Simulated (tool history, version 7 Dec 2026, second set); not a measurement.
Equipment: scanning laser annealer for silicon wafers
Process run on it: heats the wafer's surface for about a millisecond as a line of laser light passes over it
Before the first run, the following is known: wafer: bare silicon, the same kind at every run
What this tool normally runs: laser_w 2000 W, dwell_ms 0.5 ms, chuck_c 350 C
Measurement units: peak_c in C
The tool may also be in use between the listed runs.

| run | hour | laser_w | dwell_ms | chuck_c | peak_c |
|---|---|---|---|---|---|
| 1 | 0 | 2000 | 0.5 | 350 | 1092 |
| 2 | 87.2 | 2000 | 0.5 | 353 | 1094 |
| 3 | 135 | 2000 | 0.5 | 353 | 1092 |
| 4 | 220.2 | 1916 | 0.5 | 350 | 1046 |
| 5 | 309.8 | 1916 | 0.5 | 350 | 1046 |
| 6 | 397.7 | 1916 | 0.5 | 350 | 1041 |
| 7 | 454.4 | 2000 | 0.417 | 350 | 1013 |
| 8 | 503.5 | 2000 | 0.417 | 350 | 1015 |
| 9 | 549.6 | 2000 | 0.5 | 350 | 1079 |
| 10 | 614.6 | 2000 | 0.5 | 350 | 1080 |
| 11 | 656.7 | 2048 | 0.5 | 350 | 1101 |
| 12 | 720.6 | 2000 | 0.5 | 350 | 1066 |
| 13 | 804 | 2000 | 0.5 | 350 | 1063 |
| 14 | 854.8 | 2000 | 0.5 | 371 | 1082 |
| 15 | 911.7 | 2053 | 0.5 | 350 | 1086 |
| 16 | 957.1 | 2053 | 0.5 | 366 | 1098 |
| 17 | 1040.4 | 2000 | 0.511 | 350 | 1063 |
| 18 | 1098.9 | 2000 | 0.5 | 375 | 1120 |
| 19 | 1185.4 | 2000 | 0.5 | 321 | 1063 |
| 20 | 1247 | 1896 | 0.518 | 320 | 1019 |
| 21 | 1324 | 1807 | 0.424 | 312 | 900 |
| 22 | 1418.7 | 1807 | 0.424 | 312 | 897 |
| 23 | 1517.2 | 1807 | 0.424 | 312 | 906 |
| 24 | 1613.5 | 1797 | 0.372 | 330 | 879 |
| 25 | 1710.1 | 2178 | 0.514 | 330 | 1176 |
| 26 | 1760.7 | 2178 | 0.514 | 330 | 1168 |
| 27 | 1863.6 | 2046 | 0.564 | 312 | 1123 |
| 28 | 1919 | 1744 | 0.564 | 378 | 1032 |
| 29 | 2001.8 | 1744 | 0.564 | 378 | 1030 |
| 30 | 2072.7 | 2000 | 0.514 | 350 | 1089 |
| 31 | 2124.6 | 2000 | 0.61 | 374 | 1186 |
| 32 | 2168.5 | 2000 | 0.4 | 354 | 1003 |
| 33 | 2217 | 2000 | 0.476 | 317 | 1027 |
| 34 | 2261.7 | 2185 | 0.548 | 373 | 1232 |
| 35 | 2309 | 2000 | 0.415 | 350 | 1004 |
| 36 | 2365.1 | 2192 | 0.525 | 340 | 1185 |

Between the runs listed above, the log contained 3 entries, not reproduced here. Where in the sequence does each belong, and how does what the log doesn't record of the tool's condition differ from the listed run before to the listed run after?
In the gap between runs 11 and 12: window over the wafer cleaned (hour 667.3)
  light that passes the window, % of a clean one's: 97.99 -> 96.76; laser's true power over the reading, %: 0.11 -> 0.1; width of the line over the set one, %: 1.56 -> 1.61
  measured minus no-state result, peak_c: -30 -> -41 C
In the gap between runs 17 and 18: window over the wafer cleaned, once more (hour 1088.9)
  light that passes the window, % of a clean one's: 96.18 -> 99.9; width of the line over the set one, %: 1.91 -> 1.96
  measured minus no-state result, peak_c: -50 -> -12 C
In the gap between runs 22 and 23: optics aligned, line set to its width (hour 1466.7)
  light that passes the window, % of a clean one's: 99.32 -> 99.13; laser's true power over the reading, %: 0.04 -> 0.03; width of the line over the set one, %: 2.27 -> 0.33
  measured minus no-state result, peak_c: -16 -> -9 C
